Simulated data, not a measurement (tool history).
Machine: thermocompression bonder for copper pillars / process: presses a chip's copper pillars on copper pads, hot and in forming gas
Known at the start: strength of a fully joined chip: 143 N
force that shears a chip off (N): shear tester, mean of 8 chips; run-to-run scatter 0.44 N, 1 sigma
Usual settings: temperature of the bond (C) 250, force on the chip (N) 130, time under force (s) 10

run   hour  temperature of the bond (C)  force on the chip (N)  time under force (s)  force that shears a chip off (N)
  1      0                          250                    130                    10                              53.2
  2   34.4                          250                    130                    10                              53.6
  3   75.4                          250                    130                    10                              52.9
  4  120.8                          250                    130                    10                              53.2
  5  153.9                          250                    130                    10                              52.3
     177.9  -- forming gas filter changed
  6  199.4                          250                    130                    27                              79.3
  7  233.8                          250                    130                    10                              54.9
  8  256.8                          250                    130                    14                                62
  9  285.3                          250                    191                    10                              69.7
 10  329.8                          246                    115                    10                              48.4
 11  364.9                          246                    115                    10                              48.3
 12  385.2                          222                     84                     6                                21
       390  -- force cell calibrated
 13  409.8                          250                    188                    10                              68.4
 14  454.2                          265                    188                    10                              79.3
 15    483                          243                    112                    12                              47.6
 16  525.4                          243                    112                    12                              47.9
 17  561.9                          243                    112                    12                              46.7

4 ways to go on from here, each from the tool as it stands after run 17. What would each give?
       593  -- force cell calibrated, once more
  A  600.7                          233                    130                     5                                 ?
       593  -- force cell calibrated, once more
  B  600.7                          250                    130                    11                                 ?
       593  -- force cell calibrated, once more
  C  600.7                          261                    125                     7                                 ?
       593  -- force cell calibrated, once more
  D  600.7                          259                     88                    14                                 ?

run  force that shears a chip off (N)
  A                              32.9
  B                              56.4
  C                              53.2
  D                              53.5
With no hidden state in the tool, these same runs would have given:
run  force that shears a chip off (N)
  A                              32.7
  B                              56.7
  C                              53.5
  D                              53.8
